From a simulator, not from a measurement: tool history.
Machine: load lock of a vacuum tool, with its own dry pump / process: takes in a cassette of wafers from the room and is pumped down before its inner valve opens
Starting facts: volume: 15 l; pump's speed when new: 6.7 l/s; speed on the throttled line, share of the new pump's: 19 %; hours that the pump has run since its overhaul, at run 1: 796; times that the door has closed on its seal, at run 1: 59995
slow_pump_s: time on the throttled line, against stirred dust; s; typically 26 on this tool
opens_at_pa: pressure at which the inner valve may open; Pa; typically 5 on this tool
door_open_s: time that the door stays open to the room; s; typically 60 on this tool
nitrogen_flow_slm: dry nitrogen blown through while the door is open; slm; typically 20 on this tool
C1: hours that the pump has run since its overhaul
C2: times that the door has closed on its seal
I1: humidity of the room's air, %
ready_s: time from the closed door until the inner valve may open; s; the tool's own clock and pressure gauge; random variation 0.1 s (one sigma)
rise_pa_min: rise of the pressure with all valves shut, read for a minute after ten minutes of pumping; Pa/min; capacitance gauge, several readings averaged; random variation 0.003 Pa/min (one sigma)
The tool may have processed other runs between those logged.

{"run": 1, "hour": 0.0, "slow_pump_s": 26, "opens_at_pa": 5, "door_open_s": 60, "nitrogen_flow_slm": 20, "C1": 796, "C2": 59995, "I1": 44.9, "ready_s": 43.5, "rise_pa_min": 0.329}
{"run": 2, "hour": 301.0, "slow_pump_s": 26, "opens_at_pa": 5, "door_open_s": 60, "nitrogen_flow_slm": 20, "C1": 1097, "C2": 61205, "I1": 45.5, "ready_s": 43.5, "rise_pa_min": 0.342}
{"run": 3, "hour": 739.7, "slow_pump_s": 26, "opens_at_pa": 5, "door_open_s": 60, "nitrogen_flow_slm": 24, "C1": 1536, "C2": 62969, "I1": 44, "ready_s": 43.6, "rise_pa_min": 0.358}
{"run": 4, "hour": 1120.0, "slow_pump_s": 26, "opens_at_pa": 5, "door_open_s": 60, "nitrogen_flow_slm": 24, "C1": 1916, "C2": 64498, "I1": 46, "ready_s": 43.7, "rise_pa_min": 0.379}
{"run": 5, "hour": 1483.5, "slow_pump_s": 26, "opens_at_pa": 5, "door_open_s": 60, "nitrogen_flow_slm": 24, "C1": 2280, "C2": 65960, "I1": 46.5, "ready_s": 43.7, "rise_pa_min": 0.377}
{"run": 6, "hour": 1910.2, "slow_pump_s": 26, "opens_at_pa": 5, "door_open_s": 37, "nitrogen_flow_slm": 24, "C1": 2707, "C2": 67676, "I1": 44.8, "ready_s": 43.8, "rise_pa_min": 0.379}
{"run": 7, "hour": 2244.4, "slow_pump_s": 26, "opens_at_pa": 5, "door_open_s": 37, "nitrogen_flow_slm": 24, "C1": 3041, "C2": 69020, "I1": 45.4, "ready_s": 43.5, "rise_pa_min": 0.394}
{"run": 8, "hour": 2488.1, "slow_pump_s": 26, "opens_at_pa": 8, "door_open_s": 37, "nitrogen_flow_slm": 24, "C1": 3284, "C2": 70000, "I1": 42.1, "ready_s": 42.6, "rise_pa_min": 0.407}
{"run": 9, "hour": 2856.4, "slow_pump_s": 26, "opens_at_pa": 8, "door_open_s": 37, "nitrogen_flow_slm": 24, "C1": 3653, "C2": 71481, "I1": 48.3, "ready_s": 42.7, "rise_pa_min": 0.421}
{"run": 10, "hour": 3180.0, "slow_pump_s": 52, "opens_at_pa": 5, "door_open_s": 60, "nitrogen_flow_slm": 20, "C1": 3976, "C2": 72782, "I1": 45.6, "ready_s": 64.8, "rise_pa_min": 0.443}
{"hour": 3370.9, "done": "door's seal changed, seat wiped"}
{"run": 11, "hour": 3541.3, "slow_pump_s": 52, "opens_at_pa": 5, "door_open_s": 60, "nitrogen_flow_slm": 20, "C1": 4336, "C2": 685, "I1": 45, "ready_s": 64.8, "rise_pa_min": 0.048}
{"run": 12, "hour": 3956.6, "slow_pump_s": 26, "opens_at_pa": 5, "door_open_s": 60, "nitrogen_flow_slm": 20, "C1": 4751, "C2": 2354, "I1": 42.5, "ready_s": 43.8, "rise_pa_min": 0.048}
{"run": 13, "hour": 4229.3, "slow_pump_s": 26, "opens_at_pa": 5, "door_open_s": 60, "nitrogen_flow_slm": 20, "C1": 5024, "C2": 3451, "I1": 38.8, "ready_s": 43.9, "rise_pa_min": 0.05}
{"run": 14, "hour": 4423.6, "slow_pump_s": 26, "opens_at_pa": 5, "door_open_s": 60, "nitrogen_flow_slm": 20, "C1": 5218, "C2": 4232, "I1": 44.1, "ready_s": 43.7, "rise_pa_min": 0.055}
{"run": 15, "hour": 4836.5, "slow_pump_s": 26, "opens_at_pa": 5, "door_open_s": 60, "nitrogen_flow_slm": 20, "C1": 5631, "C2": 5893, "I1": 45.4, "ready_s": 44.2, "rise_pa_min": 0.061}
{"run": 16, "hour": 5196.1, "slow_pump_s": 26, "opens_at_pa": 6, "door_open_s": 60, "nitrogen_flow_slm": 20, "C1": 5991, "C2": 7339, "I1": 47.2, "ready_s": 43.6, "rise_pa_min": 0.066}
{"run": 17, "hour": 5394.9, "slow_pump_s": 26, "opens_at_pa": 6, "door_open_s": 60, "nitrogen_flow_slm": 20, "C1": 6190, "C2": 8138, "I1": 45.9, "ready_s": 43.6, "rise_pa_min": 0.066}
{"run": 18, "hour": 5623.5, "slow_pump_s": 26, "opens_at_pa": 6, "door_open_s": 60, "nitrogen_flow_slm": 20, "C1": 6418, "C2": 9057, "I1": 43.3, "ready_s": 43.8, "rise_pa_min": 0.066}
{"run": 19, "hour": 5802.6, "slow_pump_s": 26, "opens_at_pa": 6, "door_open_s": 60, "nitrogen_flow_slm": 20, "C1": 6597, "C2": 9778, "I1": 42.6, "ready_s": 43.6, "rise_pa_min": 0.069}
{"run": 20, "hour": 6041.2, "slow_pump_s": 26, "opens_at_pa": 5, "door_open_s": 114, "nitrogen_flow_slm": 10, "C1": 6836, "C2": 10737, "I1": 46.5, "ready_s": 43.9, "rise_pa_min": 0.102}
{"run": 21, "hour": 6328.2, "slow_pump_s": 13, "opens_at_pa": 5, "door_open_s": 35, "nitrogen_flow_slm": 20, "C1": 7123, "C2": 11891, "I1": 42.2, "ready_s": 33.7, "rise_pa_min": 0.073}
{"run": 22, "hour": 6745.0, "slow_pump_s": 26, "opens_at_pa": 6, "door_open_s": 60, "nitrogen_flow_slm": 12, "C1": 7540, "C2": 13567, "I1": 44, "ready_s": 43.6, "rise_pa_min": 0.094}
{"run": 23, "hour": 7113.6, "slow_pump_s": 26, "opens_at_pa": 5, "door_open_s": 60, "nitrogen_flow_slm": 31, "C1": 7909, "C2": 15049, "I1": 45.8, "ready_s": 44.1, "rise_pa_min": 0.083}
{"run": 24, "hour": 7553.1, "slow_pump_s": 26, "opens_at_pa": 5, "door_open_s": 30, "nitrogen_flow_slm": 20, "C1": 8348, "C2": 16816, "I1": 44.7, "ready_s": 44, "rise_pa_min": 0.08}
{"run": 25, "hour": 7733.3, "slow_pump_s": 21, "opens_at_pa": 5, "door_open_s": 60, "nitrogen_flow_slm": 13, "C1": 8528, "C2": 17541, "I1": 46.5, "ready_s": 40.1, "rise_pa_min": 0.105}
{"run": 26, "hour": 7958.3, "slow_pump_s": 16, "opens_at_pa": 6, "door_open_s": 234, "nitrogen_flow_slm": 4, "C1": 8753, "C2": 18446, "I1": 44.2, "ready_s": 35.5, "rise_pa_min": 0.174}
{"run": 27, "hour": 8191.3, "slow_pump_s": 21, "opens_at_pa": 5, "door_open_s": 35, "nitrogen_flow_slm": 4, "C1": 8986, "C2": 19383, "I1": 47.1, "ready_s": 40, "rise_pa_min": 0.115}
{"run": 28, "hour": 8626.6, "slow_pump_s": 21, "opens_at_pa": 5, "door_open_s": 35, "nitrogen_flow_slm": 4, "C1": 9421, "C2": 21133, "I1": 42, "ready_s": 40, "rise_pa_min": 0.121}
{"run": 29, "hour": 9062.8, "slow_pump_s": 23, "opens_at_pa": 4, "door_open_s": 72, "nitrogen_flow_slm": 29, "C1": 9858, "C2": 22887, "I1": 45.8, "ready_s": 42.3, "rise_pa_min": 0.106}
{"run": 30, "hour": 9308.9, "slow_pump_s": 38, "opens_at_pa": 6, "door_open_s": 222, "nitrogen_flow_slm": 29, "C1": 10104, "C2": 23877, "I1": 42.1, "ready_s": 53.5, "rise_pa_min": 0.133}
{"run": 31, "hour": 9731.2, "slow_pump_s": 42, "opens_at_pa": 4, "door_open_s": 100, "nitrogen_flow_slm": 27, "C1": 10526, "C2": 25575, "I1": 43.5, "ready_s": 57.8, "rise_pa_min": 0.123}
{"run": 32, "hour": 10047.6, "slow_pump_s": 26, "opens_at_pa": 4, "door_open_s": 35, "nitrogen_flow_slm": 10, "C1": 10842, "C2": 26847, "I1": 45.9, "ready_s": 45.1, "rise_pa_min": 0.139}
{"run": 33, "hour": 10244.7, "slow_pump_s": 24, "opens_at_pa": 6, "door_open_s": 60, "nitrogen_flow_slm": 20, "C1": 11040, "C2": 27639, "I1": 42.6, "ready_s": 42.1, "rise_pa_min": 0.136}
{"run": 34, "hour": 10621.9, "slow_pump_s": 24, "opens_at_pa": 6, "door_open_s": 60, "nitrogen_flow_slm": 20, "C1": 11417, "C2": 29156, "I1": 42.4, "ready_s": 42.3, "rise_pa_min": 0.139}
{"run": 35, "hour": 10934.1, "slow_pump_s": 26, "opens_at_pa": 5, "door_open_s": 92, "nitrogen_flow_slm": 20, "C1": 11729, "C2": 30412, "I1": 41.5, "ready_s": 44.4, "rise_pa_min": 0.147}
{"run": 36, "hour": 11372.8, "slow_pump_s": 26, "opens_at_pa": 5, "door_open_s": 92, "nitrogen_flow_slm": 20, "C1": 12168, "C2": 32176, "I1": 46.2, "ready_s": 44.6, "rise_pa_min": 0.168}
{"run": 37, "hour": 11598.5, "slow_pump_s": 26, "opens_at_pa": 5, "door_open_s": 92, "nitrogen_flow_slm": 20, "C1": 12393, "C2": 33083, "I1": 44.7, "ready_s": 44.4, "rise_pa_min": 0.165}

Hidden condition of the tool, last listed run before each entry between runs versus first listed run after:
Between runs 10 and 11: door's seal changed, seat wiped (hour 3370.9)
  pump's speed, % of a new pump's: 99.1 -> 98.9; leak at the door's seal, Pa l/s: 0.1009 -> 0.0033
  measured minus no-state result, ready_s: +0.1 -> +0.1 s; rise_pa_min: +0.395 -> +0.006 Pa/min
